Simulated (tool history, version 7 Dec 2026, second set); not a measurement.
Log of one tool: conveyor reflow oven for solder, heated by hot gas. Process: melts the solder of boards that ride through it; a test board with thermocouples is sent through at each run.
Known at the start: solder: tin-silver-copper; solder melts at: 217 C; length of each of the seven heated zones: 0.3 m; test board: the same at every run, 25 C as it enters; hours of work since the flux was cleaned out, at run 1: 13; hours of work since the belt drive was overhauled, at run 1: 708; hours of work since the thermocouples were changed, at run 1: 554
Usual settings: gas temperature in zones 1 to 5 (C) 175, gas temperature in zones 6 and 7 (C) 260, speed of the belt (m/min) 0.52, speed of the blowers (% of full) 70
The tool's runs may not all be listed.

run   hour  gas temperature in zones 1 to 5 (C)  gas temperature in zones 6 and 7 (C)  speed of the belt (m/min)  speed of the blowers (% of full)  hours of work since the flux was cleaned out  hours of work since the belt drive was overhauled  hours of work since the thermocouples were changed  highest temperature of the board (C)  time above the solder's melting point (s)
  1      0                                  175                                   260                       0.52                                70                                            13                                                708                                                 554                                 247.1                                       48.4
  2     17                                  175                                   259                       0.52                                70                                            26                                                721                                                 567                                 245.7                                       47.7
  3   33.9                                  175                                   259                       0.52                                70                                            39                                                734                                                 580                                 245.6                                       48.2
  4   49.8                                  175                                   259                       0.52                                70                                            51                                                746                                                 592                                   246                                       48.7
  5     67                                  175                                   259                       0.52                                70                                            65                                                760                                                 605                                   246                                       48.2
  6   88.9                                  175                                   259                       0.52                                70                                            81                                                776                                                 622                                 245.8                                       48.1
  7  102.5                                  175                                   260                       0.52                                70                                            92                                                787                                                 632                                 246.2                                       48.9
  8    115                                  175                                   260                       0.52                                70                                           101                                                796                                                 642                                 246.6                                       49.2
  9  132.4                                  175                                   260                       0.52                                70                                           115                                                810                                                 655                                 245.4                                       48.5
 10  143.9                                  177                                   260                       0.52                                70                                           123                                                818                                                 664                                 247.4                                       49.6
 11  158.7                                  177                                   260                       0.52                                70                                           135                                                830                                                 675                                 245.8                                       50.7
 12  176.7                                  177                                   260                       0.52                                70                                           148                                                843                                                 689                                   247                                         50
 13  187.2                                  177                                   260                       0.52                                70                                           156                                                851                                                 697                                 246.6                                       50.6
 14  206.1                                  175                                   260                      0.587                                70                                           171                                                866                                                 711                                 242.5                                       40.1
 15  221.3                                  175                                   260                      0.466                                70                                           182                                                877                                                 723                                 249.6                                       57.9
 16  240.8                                  175                                   260                      0.466                                70                                           197                                                892                                                 738                                 249.8                                       57.4

The next listed run, before its measurement:
 17  262.8                                  175                                   264                       0.52                                52                                           214                                                909                                                 755                                     ?                                          ?

Run 17 gave highest temperature of the board (C) 244.7, time above the solder's melting point (s) 45.
Without the tool's hidden state the same run would have given highest temperature of the board (C) 244.9, time above the solder's melting point (s) 45.1.
